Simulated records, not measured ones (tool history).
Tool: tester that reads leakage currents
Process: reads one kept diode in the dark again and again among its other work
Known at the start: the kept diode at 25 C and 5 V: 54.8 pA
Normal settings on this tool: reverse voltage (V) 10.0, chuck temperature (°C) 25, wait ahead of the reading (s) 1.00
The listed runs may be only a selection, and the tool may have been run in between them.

run     day  reverse voltage (V)  chuck temperature (°C)  wait ahead of the reading (s)  current that the tester gives (pA)
  1   0.000                 10.0                      25                           1.00                               84.64
  2   1.212                 10.0                      25                           1.00                               84.65
  3   1.775                 10.0                      25                           1.00                               85.30
  4   3.008                 10.0                      25                           1.00                               84.69
  5   4.038                 10.0                      25                           1.00                               85.21
  6   4.729                 10.0                      25                           0.84                               86.03
  7   5.800                 10.0                      25                           0.84                               85.00
  8   6.717                 10.0                      25                           0.84                               85.24
  9   7.938                  1.4                      25                           0.84                               30.09
 10   8.942                 10.0                      25                           1.00                               85.64
 11  10.192                 10.0                      25                           1.00                               85.82
 12  10.888                 10.0                      25                           1.00                               85.91
 13  12.100                 10.0                      25                           1.00                               85.65
 14  12.654                 10.0                      25                           1.00                               85.41
 15  13.312                 10.0                      25                           1.00                               85.47
 16  14.204                  2.6                      25                           1.00                               41.98
 17  15.417                  2.6                      26                           1.00                               45.21
 18  16.121                  2.6                      26                           1.00                               45.38
 19  17.271                 10.0                      25                           0.67                               86.76
 20  17.988                 10.0                      25                           0.67                               86.91
 21  19.042                 10.0                      25                           0.67                               86.52
 22  19.546                 19.9                      30                           5.80                              182.10
 23  20.312                 10.0                      25                           0.56                               87.44
 24  21.071                 17.1                      25                           3.54                              114.94
 25  22.046                 17.1                      25                           3.54                              115.32
 26  23.108                  2.0                      25                           3.54                               36.82
 27  24.300                  2.3                      37                           4.24                               99.33
 28  24.921                  1.9                      59                           3.78                              411.14
 29  25.488                  1.9                      47                           0.63                              184.81
 30  26.100                  1.9                      47                           0.63                              184.58
 31  27.288                  1.9                      47                           0.63                              184.68
 32  28.012                  4.3                      20                           1.00                               37.28
 33  28.629                  4.3                      20                           1.00                               37.43
 34  29.292                 10.0                      37                           6.06                              218.00
 35  29.900                 14.4                      52                           1.73                              754.19
 36  30.738                  6.2                      52                           0.36                              487.93
 37  31.721                 18.7                      25                           0.32                              127.31
 38  32.450                 18.7                      25                           0.32                              127.96
 39  33.442                 18.7                      25                           0.32                              127.92
 40  34.342                 18.7                      25                           0.32                              128.13
 41  35.462                 18.7                      25                           0.32                              118.64

Put back what was entered between runs (3 entries, withheld): which listed runs does each sit between, and how does the hidden state differ from the listed run before to the listed run after?
Run 16 -> run 17: tester calibrated (day 14.379)
  stray current of the dirty probe card, pA a volt: 0.087 -> 0.091; current scale over the true one, %: -0.48 -> -0.62; true chuck temperature over the reading, C: 0.84 -> 0.85
  measured result minus the result with no hidden state, current that the tester gives (pA): +2.70 -> +2.87
Run 23 -> run 24: tester calibrated, once more (day 20.858)
  stray current of the dirty probe card, pA a volt: 0.108 -> 0.11; current scale over the true one, %: -0.65 -> -0.02; true chuck temperature over the reading, C: 0.89 -> 0.9
  measured result minus the result with no hidden state, current that the tester gives (pA): +6.21 -> +9.37
Run 40 -> run 41: chuck's temperature calibrated (day 35.125)
  stray current of the dirty probe card, pA a volt: 0.156 -> 0.16; current scale over the true one, %: -0.12 -> -0.13; true chuck temperature over the reading, C: 1.01 -> -0.04
  measured result minus the result with no hidden state, current that the tester gives (pA): +11.74 -> +2.12
